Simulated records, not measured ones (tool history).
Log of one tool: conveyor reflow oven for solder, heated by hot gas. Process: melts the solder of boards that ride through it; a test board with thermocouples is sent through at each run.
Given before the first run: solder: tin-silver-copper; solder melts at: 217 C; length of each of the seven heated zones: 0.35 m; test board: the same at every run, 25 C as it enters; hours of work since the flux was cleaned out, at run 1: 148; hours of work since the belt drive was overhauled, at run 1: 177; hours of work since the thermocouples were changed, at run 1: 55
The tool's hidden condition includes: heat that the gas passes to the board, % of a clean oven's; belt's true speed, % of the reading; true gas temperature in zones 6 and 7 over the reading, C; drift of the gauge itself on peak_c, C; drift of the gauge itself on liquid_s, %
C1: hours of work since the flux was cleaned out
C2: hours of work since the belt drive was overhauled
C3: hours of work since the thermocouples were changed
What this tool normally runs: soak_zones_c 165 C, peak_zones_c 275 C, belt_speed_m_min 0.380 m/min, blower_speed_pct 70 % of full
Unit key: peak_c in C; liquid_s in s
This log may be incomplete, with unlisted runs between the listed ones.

run 1 day=0.000 | soak_zones_c=165 peak_zones_c=275 belt_speed_m_min=0.380 blower_speed_pct=70 | C1=148 C2=177 C3=55 | peak_c=257.0 liquid_s=82.3
run 2 day=0.371 | soak_zones_c=165 peak_zones_c=275 belt_speed_m_min=0.380 blower_speed_pct=70 | C1=152 C2=181 C3=59 | peak_c=257.0 liquid_s=82.4
run 3 day=0.533 | soak_zones_c=165 peak_zones_c=275 belt_speed_m_min=0.380 blower_speed_pct=70 | C1=154 C2=183 C3=61 | peak_c=256.7 liquid_s=82.7
run 4 day=0.708 | soak_zones_c=165 peak_zones_c=275 belt_speed_m_min=0.380 blower_speed_pct=70 | C1=156 C2=185 C3=63 | peak_c=256.7 liquid_s=82.5
run 5 day=1.067 | soak_zones_c=165 peak_zones_c=275 belt_speed_m_min=0.380 blower_speed_pct=70 | C1=160 C2=189 C3=67 | peak_c=256.8 liquid_s=82.1
run 6 day=1.329 | soak_zones_c=165 peak_zones_c=275 belt_speed_m_min=0.380 blower_speed_pct=70 | C1=163 C2=192 C3=70 | peak_c=256.6 liquid_s=82.0
run 7 day=1.521 | soak_zones_c=165 peak_zones_c=275 belt_speed_m_min=0.380 blower_speed_pct=70 | C1=165 C2=194 C3=72 | peak_c=256.5 liquid_s=82.0
run 8 day=1.771 | soak_zones_c=165 peak_zones_c=275 belt_speed_m_min=0.380 blower_speed_pct=70 | C1=167 C2=197 C3=75 | peak_c=256.9 liquid_s=82.1
run 9 day=1.996 | soak_zones_c=165 peak_zones_c=275 belt_speed_m_min=0.380 blower_speed_pct=70 | C1=170 C2=199 C3=77 | peak_c=256.8 liquid_s=82.4
run 10 day=2.196 | soak_zones_c=165 peak_zones_c=275 belt_speed_m_min=0.380 blower_speed_pct=70 | C1=172 C2=201 C3=79 | peak_c=257.0 liquid_s=82.6
run 11 day=2.375 | soak_zones_c=165 peak_zones_c=275 belt_speed_m_min=0.380 blower_speed_pct=70 | C1=174 C2=203 C3=81 | peak_c=256.7 liquid_s=82.2
run 12 day=2.617 | soak_zones_c=165 peak_zones_c=275 belt_speed_m_min=0.380 blower_speed_pct=70 | C1=177 C2=206 C3=84 | peak_c=256.8 liquid_s=82.1
run 13 day=2.908 | soak_zones_c=165 peak_zones_c=275 belt_speed_m_min=0.380 blower_speed_pct=70 | C1=180 C2=209 C3=87 | peak_c=256.8 liquid_s=82.5
run 14 day=3.233 | soak_zones_c=155 peak_zones_c=275 belt_speed_m_min=0.380 blower_speed_pct=70 | C1=184 C2=213 C3=91 | peak_c=255.1 liquid_s=76.6
run 15 day=3.400 | soak_zones_c=155 peak_zones_c=275 belt_speed_m_min=0.380 blower_speed_pct=70 | C1=185 C2=215 C3=93 | peak_c=255.0 liquid_s=76.7
run 16 day=3.792 | soak_zones_c=165 peak_zones_c=275 belt_speed_m_min=0.380 blower_speed_pct=70 | C1=190 C2=219 C3=97 | peak_c=257.0 liquid_s=82.8
run 17 day=4.004 | soak_zones_c=156 peak_zones_c=270 belt_speed_m_min=0.380 blower_speed_pct=70 | C1=192 C2=221 C3=99 | peak_c=250.8 liquid_s=72.7
run 18 day=4.238 | soak_zones_c=156 peak_zones_c=270 belt_speed_m_min=0.380 blower_speed_pct=70 | C1=195 C2=224 C3=102 | peak_c=251.1 liquid_s=72.8
run 19 day=4.542 | soak_zones_c=156 peak_zones_c=270 belt_speed_m_min=0.380 blower_speed_pct=70 | C1=198 C2=227 C3=105 | peak_c=250.8 liquid_s=73.2
run 20 day=4.712 | soak_zones_c=165 peak_zones_c=269 belt_speed_m_min=0.306 blower_speed_pct=67 | C1=200 C2=229 C3=107 | peak_c=257.3 liquid_s=105.9
run 21 day=4.900 | soak_zones_c=165 peak_zones_c=269 belt_speed_m_min=0.306 blower_speed_pct=67 | C1=202 C2=231 C3=109 | peak_c=257.4 liquid_s=105.7
run 22 day=5.171 | soak_zones_c=165 peak_zones_c=269 belt_speed_m_min=0.306 blower_speed_pct=67 | C1=205 C2=234 C3=112 | peak_c=257.2 liquid_s=105.7
run 23 day=5.525 | soak_zones_c=165 peak_zones_c=269 belt_speed_m_min=0.306 blower_speed_pct=67 | C1=209 C2=238 C3=116 | peak_c=257.4 liquid_s=105.7
run 24 day=5.875 | soak_zones_c=165 peak_zones_c=269 belt_speed_m_min=0.306 blower_speed_pct=67 | C1=213 C2=242 C3=120 | peak_c=257.7 liquid_s=105.9
run 25 day=6.096 | soak_zones_c=165 peak_zones_c=269 belt_speed_m_min=0.306 blower_speed_pct=67 | C1=215 C2=245 C3=122 | peak_c=257.4 liquid_s=104.9
run 26 day=6.300 | soak_zones_c=169 peak_zones_c=269 belt_speed_m_min=0.397 blower_speed_pct=67 | C1=217 C2=247 C3=125 | peak_c=249.8 liquid_s=73.3
run 27 day=6.562 | soak_zones_c=173 peak_zones_c=283 belt_speed_m_min=0.456 blower_speed_pct=79 | C1=220 C2=250 C3=128 | peak_c=261.1 liquid_s=74.2
run 28 day=6.729 | soak_zones_c=160 peak_zones_c=283 belt_speed_m_min=0.458 blower_speed_pct=70 | C1=222 C2=252 C3=129 | peak_c=254.8 liquid_s=63.3
run 29 day=6.938 | soak_zones_c=160 peak_zones_c=283 belt_speed_m_min=0.458 blower_speed_pct=70 | C1=225 C2=254 C3=132 | peak_c=254.6 liquid_s=63.0
run 30 day=7.208 | soak_zones_c=160 peak_zones_c=283 belt_speed_m_min=0.458 blower_speed_pct=70 | C1=228 C2=257 C3=135 | peak_c=254.8 liquid_s=63.2
run 31 day=7.512 | soak_zones_c=160 peak_zones_c=283 belt_speed_m_min=0.458 blower_speed_pct=70 | C1=231 C2=260 C3=138 | peak_c=254.8 liquid_s=62.9

Here are 4 independent what-if runs from the current tool condition. What would each one return?
run A day=7.696 | soak_zones_c=165 peak_zones_c=275 belt_speed_m_min=0.446 blower_speed_pct=70 | C1=233 C2=262 C3=140 | peak_c=? liquid_s=?
run B day=7.696 | soak_zones_c=165 peak_zones_c=275 belt_speed_m_min=0.407 blower_speed_pct=70 | C1=233 C2=262 C3=140 | peak_c=? liquid_s=?
run C day=7.696 | soak_zones_c=160 peak_zones_c=288 belt_speed_m_min=0.458 blower_speed_pct=70 | C1=233 C2=262 C3=140 | peak_c=? liquid_s=?
run D day=7.696 | soak_zones_c=160 peak_zones_c=283 belt_speed_m_min=0.398 blower_speed_pct=70 | C1=233 C2=262 C3=140 | peak_c=? liquid_s=?

run=A peak_c=250.8 liquid_s=63.5
run=B peak_c=254.3 liquid_s=74.1
run=C peak_c=258.7 liquid_s=66.7
run=D peak_c=261.2 liquid_s=79.4
What these runs would have given with no unlogged condition in the tool:
run=A peak_c=250.9 liquid_s=63.6
run=B peak_c=254.3 liquid_s=74.2
run=C peak_c=258.8 liquid_s=66.8
run=D peak_c=261.3 liquid_s=79.5
